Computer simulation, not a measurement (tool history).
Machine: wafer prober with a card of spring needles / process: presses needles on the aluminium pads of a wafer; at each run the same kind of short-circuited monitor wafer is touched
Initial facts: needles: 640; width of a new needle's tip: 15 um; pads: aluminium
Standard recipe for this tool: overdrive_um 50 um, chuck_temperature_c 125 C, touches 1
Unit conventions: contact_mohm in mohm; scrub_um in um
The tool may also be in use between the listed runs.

run,hour,overdrive_um,chuck_temperature_c,touches,contact_mohm,scrub_um
1,0.0,50,125,1,241,6.26
2,17.6,50,125,1,235,6.27
3,32.0,50,125,1,229,6.25
4,41.4,49,125,1,241,6.14
5,59.2,49,66,1,233,6.11
6,73.2,50,44,3,211,6.24
7,82.1,50,44,3,213,6.25
8,99.1,50,84,1,239,6.23
9,115.8,50,84,1,237,6.20
10,130.6,51,110,2,233,6.29

Put back what was entered between runs (7 entries, withheld): which listed runs does each sit between, and how does the hidden state differ from the listed run before to the listed run after?
From run 1 to run 2: tips cleaned on abrasive film (hour 12.8)
  debris on the tips, nm: 40.1 -> 34.7; way that the needles fall short of the set height, um: 0.88 -> 0.96; tips' diameter, um: 15.31 -> 15.34
  measured minus no-state result, contact_mohm: +15 -> +14 mohm; scrub_um: -0.12 -> -0.12 um
From run 2 to run 3: tips cleaned on abrasive film (hour 31.3)
  debris on the tips, nm: 34.7 -> 12.7; way that the needles fall short of the set height, um: 0.96 -> 1.03; tips' diameter, um: 15.34 -> 15.36
  measured minus no-state result, contact_mohm: +14 -> +6 mohm; scrub_um: -0.12 -> -0.13 um
From run 4 to run 5: tips cleaned on abrasive film (hour 49.0)
  debris on the tips, nm: 55.6 -> 55.7; way that the needles fall short of the set height, um: 1.03 -> 1.09; tips' diameter, um: 15.36 -> 15.38
  measured minus no-state result, contact_mohm: +22 -> +25 mohm; scrub_um: -0.13 -> -0.14 um
From run 5 to run 6: tips cleaned on abrasive film (hour 67.9)
  debris on the tips, nm: 55.7 -> 39.1; way that the needles fall short of the set height, um: 1.09 -> 1.19; tips' diameter, um: 15.38 -> 15.42
  measured minus no-state result, contact_mohm: +25 -> +7 mohm; scrub_um: -0.14 -> -0.15 um
From run 7 to run 8: tips cleaned on abrasive film (hour 85.9)
  debris on the tips, nm: 70.3 -> 62.4; way that the needles fall short of the set height, um: 1.19 -> 1.26; tips' diameter, um: 15.42 -> 15.44
  measured minus no-state result, contact_mohm: +12 -> +26 mohm; scrub_um: -0.15 -> -0.16 um
From run 8 to run 9: tips cleaned on abrasive film (hour 104.9)
  debris on the tips, nm: 62.4 -> 56.2; way that the needles fall short of the set height, um: 1.26 -> 1.35; tips' diameter, um: 15.44 -> 15.47
  measured minus no-state result, contact_mohm: +26 -> +24 mohm; scrub_um: -0.16 -> -0.17 um
From run 9 to run 10: tips cleaned on abrasive film (hour 123.6)
  debris on the tips, nm: 56.2 -> 46.9; way that the needles fall short of the set height, um: 1.35 -> 1.42; tips' diameter, um: 15.47 -> 15.5
  measured minus no-state result, contact_mohm: +24 -> +12 mohm; scrub_um: -0.17 -> -0.18 um
